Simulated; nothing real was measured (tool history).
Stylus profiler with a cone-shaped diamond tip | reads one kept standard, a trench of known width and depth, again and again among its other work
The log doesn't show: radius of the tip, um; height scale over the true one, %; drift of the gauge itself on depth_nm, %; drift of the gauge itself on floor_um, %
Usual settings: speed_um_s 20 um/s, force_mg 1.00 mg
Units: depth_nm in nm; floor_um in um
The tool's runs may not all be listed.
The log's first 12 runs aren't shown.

run,hour,speed_um_s,force_mg,scans with this tip,hours of work since the height scale was calibrated,depth_nm,floor_um
13,359.3,20,1.00,7861,575,200.39,16.57
14,383.6,20,1.57,8082,592,200.90,16.56
15,426.9,20,1.00,8474,620,200.40,16.51
16,463.9,20,1.00,8809,645,200.38,16.46
17,501.2,20,1.04,9146,669,200.38,16.46
18,546.5,20,1.62,9556,699,200.68,16.56
19,583.6,43,1.00,9892,724,200.22,16.25
20,627.2,10,1.73,10287,753,200.63,16.51
21,655.9,20,2.78,10547,772,201.13,16.49
22,694.9,20,2.78,10900,798,201.26,16.43
23,724.6,20,2.57,11169,818,201.20,16.39
24,753.1,20,0.54,11427,836,199.70,16.27
25,777.3,21,0.64,11646,852,200.00,16.30
26,810.0,46,2.58,11942,874,201.02,16.29
27,853.4,46,2.58,12335,903,201.14,16.22
28,874.6,46,2.58,12527,917,201.22,16.17
29,909.6,46,2.58,12843,940,200.98,16.18
30,937.6,70,1.30,13097,959,200.29,15.89
31,965.5,47,0.64,13349,977,199.94,15.88
32,989.8,18,2.20,13569,993,200.66,16.34
33,1033.3,7,2.43,13964,1022,201.12,16.33
34,1067.8,7,2.38,14276,1045,200.81,16.33
35,1100.8,7,2.38,14574,1067,200.92,16.38

3 ways to go on from here, each from the tool as it stands after run 35. What would each give?
A,1147.4,13,1.00,14997,1098,?,?
B,1147.4,9,1.39,14997,1098,?,?
C,1147.4,10,2.75,14997,1098,?,?

run,depth_nm,floor_um
A,199.93,16.21
B,200.16,16.29
C,201.25,16.33
Without the tool's hidden state the same runs would have given:
run,depth_nm,floor_um
A,200.91,17.04
B,201.14,17.12
C,202.23,17.17
